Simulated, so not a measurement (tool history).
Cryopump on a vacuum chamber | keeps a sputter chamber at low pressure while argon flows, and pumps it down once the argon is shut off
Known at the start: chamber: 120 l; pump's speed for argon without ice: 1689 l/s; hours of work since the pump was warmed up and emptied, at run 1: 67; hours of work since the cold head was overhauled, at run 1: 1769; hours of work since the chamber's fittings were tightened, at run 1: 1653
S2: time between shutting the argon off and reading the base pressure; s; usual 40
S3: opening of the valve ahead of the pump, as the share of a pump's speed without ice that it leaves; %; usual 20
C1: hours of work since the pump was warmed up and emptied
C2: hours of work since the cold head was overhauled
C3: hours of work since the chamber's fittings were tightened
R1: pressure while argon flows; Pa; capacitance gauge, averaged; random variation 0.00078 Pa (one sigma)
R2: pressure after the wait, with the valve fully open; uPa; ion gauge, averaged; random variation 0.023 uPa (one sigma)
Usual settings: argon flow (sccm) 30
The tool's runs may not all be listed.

Run 1, hour 0.0: usual settings; C1 67; C2 1769; C3 1653. Result: R1 0.1518 Pa, R2 1.04 uPa.
Run 2, hour 78.9: usual settings; C1 137; C2 1840; C3 1724. Result: R1 0.1523 Pa, R2 1.06 uPa.
Run 3, hour 169.6: usual settings; C1 218; C2 1921; C3 1805. Result: R1 0.1536 Pa, R2 1.07 uPa.
Run 4, hour 234.4: usual settings; C1 276; C2 1978; C3 1862. Result: R1 0.1540 Pa, R2 1.08 uPa.
Run 5, hour 302.5: usual settings; C1 337; C2 2039; C3 1923. Result: R1 0.1562 Pa, R2 1.08 uPa.
Run 6, hour 354.8: usual settings but S2 182 s; C1 384; C2 2086; C3 1970. Result: R1 0.1572 Pa, R2 0.73 uPa.
Run 7, hour 396.9: usual settings but S2 75 s; C1 421; C2 2124; C3 2008. Result: R1 0.1570 Pa, R2 0.85 uPa.
Run 8, hour 484.9: usual settings; C1 500; C2 2202; C3 2086. Result: R1 0.1585 Pa, R2 1.17 uPa.
At hour 512.8: leaking fittings of the chamber tightened, without venting.
Run 9, hour 574.6: usual settings; C1 578; C2 2281; C3 55. Result: R1 0.1598 Pa, R2 0.82 uPa.
Run 10, hour 630.5: usual settings but S3 19 %; C1 628; C2 2331; C3 105. Result: R1 0.1681 Pa, R2 0.83 uPa.
Run 11, hour 673.4: usual settings but S3 22 %; C1 666; C2 2369; C3 143. Result: R1 0.1510 Pa, R2 0.88 uPa.
Run 12, hour 728.9: usual settings but S3 22 %; C1 716; C2 2418; C3 193. Result: R1 0.1508 Pa, R2 0.85 uPa.
At hour 763.5: pump warmed up, emptied and cooled again.
Run 13, hour 833.7: usual settings but S3 22 %; C1 63; C2 2508; C3 282. Result: R1 0.1379 Pa, R2 0.79 uPa.
Run 14, hour 935.1: usual settings; C1 153; C2 2598; C3 373. Result: R1 0.1544 Pa, R2 0.85 uPa.
Run 15, hour 985.6: usual settings; C1 198; C2 2643; C3 418. Result: R1 0.1535 Pa, R2 0.83 uPa.
Run 16, hour 1066.2: usual settings but S2 127 s; C1 270; C2 2715; C3 490. Result: R1 0.1567 Pa, R2 0.47 uPa.
Run 17, hour 1150.4: usual settings but S2 127 s; C1 346; C2 2791; C3 565. Result: R1 0.1561 Pa, R2 0.52 uPa.
Run 18, hour 1244.7: usual settings but S2 101 s, S3 45 %; C1 430; C2 2875; C3 649. Result: R1 0.0755 Pa, R2 0.57 uPa.
Run 19, hour 1312.0: usual settings but S2 101 s, S3 45 %; C1 490; C2 2935; C3 709. Result: R1 0.0765 Pa, R2 0.63 uPa.
Run 20, hour 1386.7: usual settings but S2 101 s, S3 45 %; C1 557; C2 3002; C3 776. Result: R1 0.0778 Pa, R2 0.62 uPa.
Run 21, hour 1449.3: usual settings but S2 101 s, S3 45 %; C1 613; C2 3058; C3 832. Result: R1 0.0801 Pa, R2 0.67 uPa.
Run 22, hour 1541.9: usual settings but argon flow (sccm) 16, S2 35 s, S3 31 %; C1 695; C2 3140; C3 915. Result: R1 0.0588 Pa, R2 1.05 uPa.
At hour 1603.2: pump warmed up, emptied and cooled again.
Run 23, hour 1647.1: usual settings but argon flow (sccm) 17, S2 222 s, S3 17 %; C1 39; C2 3230; C3 1004. Result: R1 0.0993 Pa, R2 0.48 uPa.
Run 24, hour 1742.2: usual settings but argon flow (sccm) 47, S2 214 s, S3 23 %; C1 124; C2 3315; C3 1089. Result: R1 0.2079 Pa, R2 0.49 uPa.
Run 25, hour 1794.4: usual settings but argon flow (sccm) 47, S2 32 s, S3 23 %; C1 171; C2 3361; C3 1136. Result: R1 0.2102 Pa, R2 1.12 uPa.
Run 26, hour 1849.0: usual settings but argon flow (sccm) 15, S2 30 s, S3 17 %; C1 220; C2 3410; C3 1185. Result: R1 0.0892 Pa, R2 1.14 uPa.
Run 27, hour 1906.0: usual settings but argon flow (sccm) 15, S3 17 %; C1 271; C2 3461; C3 1236. Result: R1 0.0919 Pa, R2 0.95 uPa.
Run 28, hour 1998.9: usual settings but argon flow (sccm) 49, S2 169 s, S3 17 %; C1 353; C2 3544; C3 1319. Result: R1 0.2991 Pa, R2 0.61 uPa.
Run 29, hour 2069.9: usual settings but argon flow (sccm) 22; C1 417; C2 3608; C3 1382. Result: R1 0.1166 Pa, R2 1.04 uPa.
Run 30, hour 2155.0: usual settings but argon flow (sccm) 22, S3 17 %; C1 493; C2 3684; C3 1458. Result: R1 0.1370 Pa, R2 1.10 uPa.
Run 31, hour 2218.8: usual settings but argon flow (sccm) 18, S2 188 s, S3 17 %; C1 550; C2 3741; C3 1515. Result: R1 0.1125 Pa, R2 0.68 uPa.
Run 32, hour 2270.9: usual settings but S3 60 %; C1 597; C2 3787; C3 1562. Result: R1 0.0621 Pa, R2 1.08 uPa.
Run 33, hour 2329.5: usual settings but S3 60 %; C1 649; C2 3839; C3 1614. Result: R1 0.0630 Pa, R2 1.18 uPa.
Run 34, hour 2375.4: usual settings but argon flow (sccm) 21, S2 94 s, S3 46 %; C1 690; C2 3880; C3 1655. Result: R1 0.0550 Pa, R2 0.88 uPa.

Hidden state at the last listed run before each entry between runs and at the first one after, where it differs:
Between runs 8 and 9: leaking fittings of the chamber tightened, without venting (hour 512.8)
  pump's speed, % of a pump's without ice: 78.7 -> 75.3; cold plate's temperature, K: 12.71 -> 12.72; leak into the chamber, uPa l/s: 843 -> 343
  measured less the result without the state, R1: +0.0086 -> +0.0105 Pa; R2: +0.46 -> +0.10 uPa
Between runs 12 and 13: pump warmed up, emptied and cooled again (hour 763.5)
  pump's speed, % of a pump's without ice: 69.3 -> 96.8; cold plate's temperature, K: 12.76 -> 12.78; leak into the chamber, uPa l/s: 377 -> 398
  measured less the result without the state, R1: +0.0140 -> +0.0015 Pa; R2: +0.14 -> +0.07 uPa
Between runs 22 and 23: pump warmed up, emptied and cooled again (hour 1603.2)
  pump's speed, % of a pump's without ice: 68.5 -> 97.9; cold plate's temperature, K: 12.93 -> 12.95; leak into the chamber, uPa l/s: 551 -> 573
  measured less the result without the state, R1: +0.0078 -> +0.0007 Pa; R2: +0.30 -> +0.18 uPa
